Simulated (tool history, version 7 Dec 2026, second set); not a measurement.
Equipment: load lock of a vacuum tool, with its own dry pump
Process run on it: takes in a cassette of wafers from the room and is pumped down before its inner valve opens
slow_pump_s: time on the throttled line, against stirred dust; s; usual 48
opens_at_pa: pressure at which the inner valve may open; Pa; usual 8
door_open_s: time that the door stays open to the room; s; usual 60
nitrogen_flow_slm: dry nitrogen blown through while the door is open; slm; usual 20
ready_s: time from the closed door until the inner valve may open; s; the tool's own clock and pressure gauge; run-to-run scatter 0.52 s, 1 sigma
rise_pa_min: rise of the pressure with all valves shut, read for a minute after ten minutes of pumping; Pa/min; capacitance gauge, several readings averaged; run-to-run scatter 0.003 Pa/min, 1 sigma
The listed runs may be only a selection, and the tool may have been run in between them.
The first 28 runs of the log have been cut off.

run	hour	slow_pump_s	opens_at_pa	door_open_s	nitrogen_flow_slm	incoming humidity of the room's air, %	ready_s	rise_pa_min
29	2558.9	32	8	50	32	45.8	89.7	0.270
30	2659.0	48	11	60	20	44.8	100.1	0.276
31	2749.9	48	11	57	20	46.6	100.0	0.285
32	2820.0	48	11	29	5	44.6	100.2	0.288
33	2883.9	54	11	45	7	44.8	104.7	0.292
34	2955.1	54	11	45	7	43.2	106.3	0.310
35	3069.5	48	6	60	38	43.2	104.5	0.299
36	3124.8	27	6	60	38	44.7	87.7	0.295
37	3237.0	27	6	102	38	45.7	87.6	0.309

3 ways to go on from here, each from the tool as it stands after run 37. What would each give?
A	3306.4	48	8	60	5	46.5	?	?
B	3306.4	47	8	166	17	45.9	?	?
C	3306.4	48	6	39	36	47.2	?	?

run	ready_s	rise_pa_min
A	102.0	0.335
B	101.9	0.334
C	104.4	0.306
The same runs, with their run-to-run variation unchanged, on a tool lacking any hidden condition would have given:
run	ready_s	rise_pa_min
A	98.8	0.040
B	98.9	0.045
C	101.1	0.016
